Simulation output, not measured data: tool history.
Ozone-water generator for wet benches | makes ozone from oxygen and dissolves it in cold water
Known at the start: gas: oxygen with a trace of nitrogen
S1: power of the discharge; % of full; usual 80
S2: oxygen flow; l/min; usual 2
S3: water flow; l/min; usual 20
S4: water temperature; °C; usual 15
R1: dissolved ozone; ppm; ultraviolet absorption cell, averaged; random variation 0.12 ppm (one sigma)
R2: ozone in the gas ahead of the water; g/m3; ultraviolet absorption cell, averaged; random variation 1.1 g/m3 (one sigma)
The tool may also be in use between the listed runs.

{"run": 1, "hour": 0.0, "S1": 80, "S2": 2, "S3": 20, "S4": 15, "R1": 10.0, "R2": 191.0}
{"run": 2, "hour": 27.4, "S1": 80, "S2": 2, "S3": 20, "S4": 15, "R1": 9.9, "R2": 192.2}
{"run": 3, "hour": 47.7, "S1": 80, "S2": 2, "S3": 17, "S4": 15, "R1": 11.7, "R2": 193.9}
{"run": 4, "hour": 90.4, "S1": 80, "S2": 2, "S3": 20, "S4": 15, "R1": 10.0, "R2": 191.9}
{"run": 5, "hour": 135.9, "S1": 80, "S2": 2, "S3": 20, "S4": 15, "R1": 9.9, "R2": 191.5}
{"run": 6, "hour": 159.1, "S1": 80, "S2": 2, "S3": 20, "S4": 15, "R1": 10.0, "R2": 191.6}
{"run": 7, "hour": 181.8, "S1": 80, "S2": 2, "S3": 20, "S4": 15, "R1": 10.0, "R2": 189.5}
{"run": 8, "hour": 202.7, "S1": 80, "S2": 2, "S3": 20, "S4": 15, "R1": 9.7, "R2": 190.9}
{"run": 9, "hour": 240.8, "S1": 80, "S2": 2, "S3": 20, "S4": 15, "R1": 10.0, "R2": 190.0}
{"run": 10, "hour": 285.6, "S1": 80, "S2": 2, "S3": 20, "S4": 15, "R1": 9.8, "R2": 191.0}
{"run": 11, "hour": 309.1, "S1": 80, "S2": 2, "S3": 23, "S4": 15, "R1": 8.4, "R2": 189.8}
{"run": 12, "hour": 350.1, "S1": 80, "S2": 2, "S3": 23, "S4": 15, "R1": 8.4, "R2": 190.5}
{"run": 13, "hour": 378.7, "S1": 80, "S2": 2, "S3": 20, "S4": 15, "R1": 9.8, "R2": 189.4}
{"run": 14, "hour": 410.2, "S1": 82, "S2": 2, "S3": 20, "S4": 15, "R1": 10.1, "R2": 190.9}
{"run": 15, "hour": 431.9, "S1": 80, "S2": 2, "S3": 20, "S4": 15, "R1": 9.9, "R2": 190.0}
{"run": 16, "hour": 462.4, "S1": 80, "S2": 2, "S3": 20, "S4": 15, "R1": 9.9, "R2": 189.9}
{"run": 17, "hour": 483.1, "S1": 80, "S2": 2, "S3": 20, "S4": 15, "R1": 9.8, "R2": 188.7}

The next listed run, before its measurement:
{"run": 18, "hour": 525.6, "S1": 80, "S2": 2, "S3": 20, "S4": 15, "R1": "?", "R2": "?"}

Run 18 gave R1 9.9 ppm, R2 188.5 g/m3.
Without the tool's hidden state the same run would have given R1 10.6 ppm, R2 193.7 g/m3.

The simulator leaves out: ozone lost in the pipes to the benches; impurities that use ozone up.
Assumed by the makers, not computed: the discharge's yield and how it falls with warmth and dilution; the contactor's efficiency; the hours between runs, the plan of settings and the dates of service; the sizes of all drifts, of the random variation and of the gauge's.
